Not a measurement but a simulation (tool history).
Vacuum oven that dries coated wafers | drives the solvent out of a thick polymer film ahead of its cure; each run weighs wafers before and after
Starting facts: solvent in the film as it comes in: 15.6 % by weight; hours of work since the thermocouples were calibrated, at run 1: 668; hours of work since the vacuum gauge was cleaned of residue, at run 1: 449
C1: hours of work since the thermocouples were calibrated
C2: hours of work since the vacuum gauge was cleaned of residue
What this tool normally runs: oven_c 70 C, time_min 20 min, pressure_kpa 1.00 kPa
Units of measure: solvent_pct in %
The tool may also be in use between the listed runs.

run 1 hour=0.0 | oven_c=70 time_min=20 pressure_kpa=1.00 | C1=668 C2=449 | solvent_pct=0.99
run 2 hour=31.7 | oven_c=70 time_min=20 pressure_kpa=1.00 | C1=689 C2=470 | solvent_pct=0.97
run 3 hour=96.3 | oven_c=70 time_min=20 pressure_kpa=1.00 | C1=733 C2=513 | solvent_pct=1.01
run 4 hour=156.1 | oven_c=70 time_min=20 pressure_kpa=1.00 | C1=773 C2=554 | solvent_pct=0.99
run 5 hour=203.4 | oven_c=70 time_min=20 pressure_kpa=1.00 | C1=805 C2=586 | solvent_pct=1.02
run 6 hour=232.1 | oven_c=70 time_min=20 pressure_kpa=1.00 | C1=824 C2=605 | solvent_pct=1.05
run 7 hour=275.0 | oven_c=70 time_min=20 pressure_kpa=1.00 | C1=853 C2=634 | solvent_pct=1.01
run 8 hour=316.7 | oven_c=64 time_min=20 pressure_kpa=1.00 | C1=881 C2=662 | solvent_pct=2.07
run 9 hour=355.1 | oven_c=64 time_min=20 pressure_kpa=1.00 | C1=907 C2=688 | solvent_pct=2.06
run 10 hour=392.0 | oven_c=64 time_min=20 pressure_kpa=1.00 | C1=932 C2=712 | solvent_pct=2.06
-- hour=445.3 oven's thermocouples calibrated
run 11 hour=445.8 | oven_c=64 time_min=20 pressure_kpa=1.00 | C1=0 C2=747 | solvent_pct=2.11
run 12 hour=474.9 | oven_c=70 time_min=20 pressure_kpa=1.00 | C1=20 C2=767 | solvent_pct=1.12
run 13 hour=523.2 | oven_c=76 time_min=20 pressure_kpa=1.00 | C1=52 C2=799 | solvent_pct=0.55
run 14 hour=556.9 | oven_c=76 time_min=20 pressure_kpa=1.00 | C1=75 C2=822 | solvent_pct=0.57
run 15 hour=604.4 | oven_c=76 time_min=20 pressure_kpa=1.00 | C1=107 C2=854 | solvent_pct=0.64
-- hour=624.2 oven's thermocouples calibrated, once more
run 16 hour=670.2 | oven_c=76 time_min=20 pressure_kpa=1.00 | C1=31 C2=897 | solvent_pct=0.54
run 17 hour=734.0 | oven_c=76 time_min=20 pressure_kpa=1.00 | C1=74 C2=940 | solvent_pct=0.50
run 18 hour=795.0 | oven_c=76 time_min=20 pressure_kpa=1.00 | C1=115 C2=981 | solvent_pct=0.50
run 19 hour=847.1 | oven_c=70 time_min=12 pressure_kpa=1.00 | C1=150 C2=1016 | solvent_pct=2.27
run 20 hour=898.7 | oven_c=70 time_min=12 pressure_kpa=1.00 | C1=185 C2=1050 | solvent_pct=2.25
run 21 hour=933.6 | oven_c=70 time_min=12 pressure_kpa=1.00 | C1=208 C2=1074 | solvent_pct=2.32
run 22 hour=981.6 | oven_c=70 time_min=12 pressure_kpa=1.00 | C1=240 C2=1106 | solvent_pct=2.23
run 23 hour=1025.6 | oven_c=70 time_min=12 pressure_kpa=1.00 | C1=270 C2=1136 | solvent_pct=2.30
run 24 hour=1055.1 | oven_c=70 time_min=20 pressure_kpa=1.00 | C1=290 C2=1156 | solvent_pct=1.03
run 25 hour=1089.6 | oven_c=70 time_min=21 pressure_kpa=1.11 | C1=313 C2=1179 | solvent_pct=1.02
-- hour=1121.4 vacuum gauge cleaned of residue and calibrated
run 26 hour=1127.9 | oven_c=77 time_min=19 pressure_kpa=1.00 | C1=338 C2=4 | solvent_pct=0.43
run 27 hour=1161.7 | oven_c=77 time_min=19 pressure_kpa=1.00 | C1=361 C2=27 | solvent_pct=0.43
run 28 hour=1210.4 | oven_c=70 time_min=24 pressure_kpa=3.44 | C1=393 C2=60 | solvent_pct=1.64
run 29 hour=1261.9 | oven_c=70 time_min=24 pressure_kpa=3.44 | C1=428 C2=94 | solvent_pct=1.68
run 30 hour=1296.1 | oven_c=65 time_min=20 pressure_kpa=1.00 | C1=451 C2=117 | solvent_pct=1.68
run 31 hour=1352.9 | oven_c=68 time_min=29 pressure_kpa=3.63 | C1=489 C2=156 | solvent_pct=1.82
run 32 hour=1383.5 | oven_c=58 time_min=14 pressure_kpa=1.74 | C1=510 C2=176 | solvent_pct=5.34
run 33 hour=1431.3 | oven_c=60 time_min=29 pressure_kpa=1.05 | C1=542 C2=208 | solvent_pct=1.67
run 34 hour=1483.3 | oven_c=78 time_min=22 pressure_kpa=0.52 | C1=577 C2=243 | solvent_pct=0.20
run 35 hour=1532.0 | oven_c=61 time_min=16 pressure_kpa=0.51 | C1=610 C2=276 | solvent_pct=3.27
run 36 hour=1587.1 | oven_c=74 time_min=14 pressure_kpa=1.00 | C1=647 C2=313 | solvent_pct=1.13
run 37 hour=1634.7 | oven_c=74 time_min=14 pressure_kpa=1.21 | C1=679 C2=345 | solvent_pct=1.18
run 38 hour=1688.8 | oven_c=76 time_min=21 pressure_kpa=2.85 | C1=715 C2=382 | solvent_pct=1.09
run 39 hour=1729.0 | oven_c=78 time_min=27 pressure_kpa=1.11 | C1=742 C2=409 | solvent_pct=0.42
run 40 hour=1771.9 | oven_c=57 time_min=31 pressure_kpa=1.00 | C1=771 C2=438 | solvent_pct=2.23
run 41 hour=1835.8 | oven_c=61 time_min=15 pressure_kpa=2.83 | C1=814 C2=480 | solvent_pct=4.79
run 42 hour=1872.4 | oven_c=57 time_min=17 pressure_kpa=0.86 | C1=839 C2=505 | solvent_pct=4.52
run 43 hour=1924.1 | oven_c=57 time_min=17 pressure_kpa=0.86 | C1=873 C2=540 | solvent_pct=4.55
run 44 hour=1956.3 | oven_c=57 time_min=17 pressure_kpa=0.86 | C1=895 C2=561 | solvent_pct=4.57
run 45 hour=2000.3 | oven_c=57 time_min=17 pressure_kpa=0.86 | C1=925 C2=591 | solvent_pct=4.52
run 46 hour=2045.1 | oven_c=57 time_min=17 pressure_kpa=0.86 | C1=955 C2=621 | solvent_pct=4.55
-- hour=2061.7 oven's thermocouples calibrated
run 47 hour=2097.8 | oven_c=56 time_min=11 pressure_kpa=0.83 | C1=24 C2=655 | solvent_pct=6.49
run 48 hour=2147.5 | oven_c=59 time_min=20 pressure_kpa=0.79 | C1=58 C2=689 | solvent_pct=2.97

Forecast each of these 3 alternatives for the next run:
run A hour=2199.5 | oven_c=82 time_min=17 pressure_kpa=0.83 | C1=93 C2=724 | solvent_pct=?
run B hour=2199.5 | oven_c=63 time_min=16 pressure_kpa=0.59 | C1=93 C2=724 | solvent_pct=?
run C hour=2199.5 | oven_c=59 time_min=31 pressure_kpa=2.93 | C1=93 C2=724 | solvent_pct=?

run=A solvent_pct=0.31
run=B solvent_pct=2.72
run=C solvent_pct=2.90
The same runs, with their run-to-run variation unchanged, on a tool lacking any hidden condition would have given:
run=A solvent_pct=0.25
run=B solvent_pct=2.63
run=C solvent_pct=2.77
